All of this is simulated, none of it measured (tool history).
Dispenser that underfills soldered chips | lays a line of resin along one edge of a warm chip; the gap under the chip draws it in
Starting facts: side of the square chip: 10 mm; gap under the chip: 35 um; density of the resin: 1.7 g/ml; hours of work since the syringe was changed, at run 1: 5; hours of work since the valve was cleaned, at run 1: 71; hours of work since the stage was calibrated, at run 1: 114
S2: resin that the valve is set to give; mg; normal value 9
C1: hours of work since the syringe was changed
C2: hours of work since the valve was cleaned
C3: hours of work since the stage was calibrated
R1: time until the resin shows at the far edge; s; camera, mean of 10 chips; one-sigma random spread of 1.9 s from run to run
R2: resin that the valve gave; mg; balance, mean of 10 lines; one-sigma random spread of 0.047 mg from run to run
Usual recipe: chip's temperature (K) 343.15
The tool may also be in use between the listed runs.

Run 1, day 0: usual settings; C1 5; C2 71; C3 114. Result: R1 254.6 s, R2 8.69 mg.
Run 2, day 0.238: usual settings; C1 9; C2 74; C3 117. Result: R1 310.7 s, R2 8.57 mg.
Run 3, day 0.375: usual settings; C1 11; C2 76; C3 119. Result: R1 350.1 s, R2 8.58 mg.
At day 0.404: new syringe of resin.
Run 4, day 0.538: usual settings but S2 11.52 mg; C1 2; C2 79; C3 122. Result: R1 212.4 s, R2 11.04 mg.
Run 5, day 0.721: usual settings; C1 5; C2 82; C3 125. Result: R1 256 s, R2 8.53 mg.
Run 6, day 0.9: usual settings; C1 8; C2 85; C3 128. Result: R1 294.9 s, R2 8.59 mg.
Run 7, day 1.088: usual settings but chip's temperature (K) 329.15; C1 11; C2 88; C3 131. Result: R1 588.9 s, R2 8.61 mg.
At day 1.142: new syringe of resin.
Run 8, day 1.296: usual settings but chip's temperature (K) 329.15; C1 2; C2 91; C3 134. Result: R1 393.3 s, R2 8.52 mg.
Run 9, day 1.454: usual settings but chip's temperature (K) 355.15, S2 8.79 mg; C1 5; C2 93; C3 136. Result: R1 167.1 s, R2 8.31 mg.
Run 10, day 1.625: usual settings but chip's temperature (K) 357.15, S2 11.21 mg; C1 8; C2 96; C3 139. Result: R1 170.8 s, R2 10.57 mg.
Run 11, day 1.862: usual settings but chip's temperature (K) 354.15, S2 9.93 mg; C1 11; C2 99; C3 142. Result: R1 234.5 s, R2 9.29 mg.
At day 1.888: new syringe of resin.
Run 12, day 2.042: usual settings but chip's temperature (K) 354.15, S2 11.1 mg; C1 2; C2 102; C3 145. Result: R1 146.5 s, R2 10.37 mg.
Run 13, day 2.212: usual settings but chip's temperature (K) 354.15, S2 11.1 mg; C1 5; C2 105; C3 148. Result: R1 168.9 s, R2 10.31 mg.
Run 14, day 2.45: usual settings but chip's temperature (K) 345.15, S2 11.1 mg; C1 9; C2 109; C3 151. Result: R1 288.9 s, R2 10.31 mg.

What differs in the tool's unlogged condition from the final listed run ahead of each entry between runs to the first listed run following it?
Runs 3 to 4: new syringe of resin (day 0.404)
  resin's viscosity, % of fresh resin's: 177.9 -> 110.1; dose that the valve gives, % of what is set: 95.26 -> 95.11; true chip temperature over the reading, C: -0.76 -> -0.77
  the result without the hidden state subtracted from the measured one, R1: +160.8 -> +25.6 s; R2: -0.43 -> -0.56 mg
Runs 7 to 8: new syringe of resin (day 1.142)
  resin's viscosity, % of fresh resin's: 172.9 -> 114.1; dose that the valve gives, % of what is set: 94.58 -> 94.38; true chip temperature over the reading, C: -0.8 -> -0.81
  the result without the hidden state subtracted from the measured one, R1: +262.5 -> +63.4 s; R2: -0.49 -> -0.5 mg
Runs 11 to 12: new syringe of resin (day 1.888)
  resin's viscosity, % of fresh resin's: 180.8 -> 113.9; dose that the valve gives, % of what is set: 93.85 -> 93.7; true chip temperature over the reading, C: -0.85 -> -0.86
  the result without the hidden state subtracted from the measured one, R1: +109.6 -> +22.1 s; R2: -0.61 -> -0.7 mg

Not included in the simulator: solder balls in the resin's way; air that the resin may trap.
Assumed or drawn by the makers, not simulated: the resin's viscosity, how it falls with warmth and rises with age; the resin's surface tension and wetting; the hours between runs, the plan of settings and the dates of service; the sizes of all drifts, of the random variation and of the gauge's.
